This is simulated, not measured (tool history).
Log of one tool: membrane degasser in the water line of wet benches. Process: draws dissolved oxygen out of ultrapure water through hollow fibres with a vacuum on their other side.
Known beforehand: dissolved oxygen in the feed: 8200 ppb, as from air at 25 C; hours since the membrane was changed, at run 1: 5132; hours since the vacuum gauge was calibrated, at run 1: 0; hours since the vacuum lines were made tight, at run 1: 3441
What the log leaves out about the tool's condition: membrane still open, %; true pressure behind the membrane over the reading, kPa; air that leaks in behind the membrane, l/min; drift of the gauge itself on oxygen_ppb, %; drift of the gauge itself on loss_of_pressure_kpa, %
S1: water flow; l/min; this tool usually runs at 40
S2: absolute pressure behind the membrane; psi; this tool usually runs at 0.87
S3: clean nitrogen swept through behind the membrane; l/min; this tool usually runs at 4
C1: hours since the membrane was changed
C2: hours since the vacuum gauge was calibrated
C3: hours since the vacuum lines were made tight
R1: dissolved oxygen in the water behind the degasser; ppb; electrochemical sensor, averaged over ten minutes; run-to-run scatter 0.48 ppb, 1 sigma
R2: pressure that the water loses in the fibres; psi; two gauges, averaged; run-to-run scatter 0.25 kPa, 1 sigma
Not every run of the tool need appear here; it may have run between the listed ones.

run,hour,S1,S2,S3,C1,C2,C3,R1,R2
1,0,40,0.87,4,5132,0,3441,72.2,10.028
2,97,40,0.87,4,5229,97,3538,72,9.966
3,172.4,40,0.87,7.3,5304,172,3614,43.2,9.999
4,335,40,1.785,4,5467,335,3776,218.4,10.021
5,467.5,40,0.87,4,5600,467,3909,72.5,10.076
6,551.6,40,0.87,4,5684,552,3993,72.6,10.015
7,670.7,40,0.962,4,5803,671,4112,87.2,10.089
8,811.4,40,0.962,4,5944,811,4253,87.6,10.096
9,923.3,40,0.991,4,6055,923,4365,90.8,10.022
10,1074.1,59,0.87,4,6206,1074,4515,137.8,14.848
11,1228.9,59,0.87,4,6361,1229,4670,136.4,14.877
12,1328.8,59,0.87,4,6461,1329,4770,138.7,14.861
13,1475.8,40,0.87,6.5,6608,1476,4917,48.7,10.125
14,1615.4,40,0.87,6.5,6748,1615,5057,49.1,10.163
15,1763.8,40,1.014,2.91,6896,1764,5205,130,10.102
16,1883.6,40,1.014,2.91,7016,1884,5325,128.3,10.148
# hour 1898.7: vacuum gauge calibrated
17,2010,40,0.992,4,7142,111,5451,95,10.205
18,2164.6,38,0.603,2.83,7296,266,5605,38.7,9.607
# hour 2255.5: vacuum gauge calibrated, once more
19,2255.5,38,0.603,2.83,7387,0,5696,34.7,9.599
20,2323.3,38,0.603,2.83,7454,68,5764,34.8,9.577
21,2424.6,38,0.603,2.83,7556,169,5865,35.5,9.594
22,2572.4,34,1.761,5.32,7704,317,6013,140.9,8.651

Predict the results of run 23:
23,2668.1,37,1.474,5.32,7799,413,6108,?,?

{"run 23": {"R1": 122.2, "R2": 9.441}}
Had the tool carried no hidden state, the very same run would have given R1 119.3 ppb, R2 9.058 psi.

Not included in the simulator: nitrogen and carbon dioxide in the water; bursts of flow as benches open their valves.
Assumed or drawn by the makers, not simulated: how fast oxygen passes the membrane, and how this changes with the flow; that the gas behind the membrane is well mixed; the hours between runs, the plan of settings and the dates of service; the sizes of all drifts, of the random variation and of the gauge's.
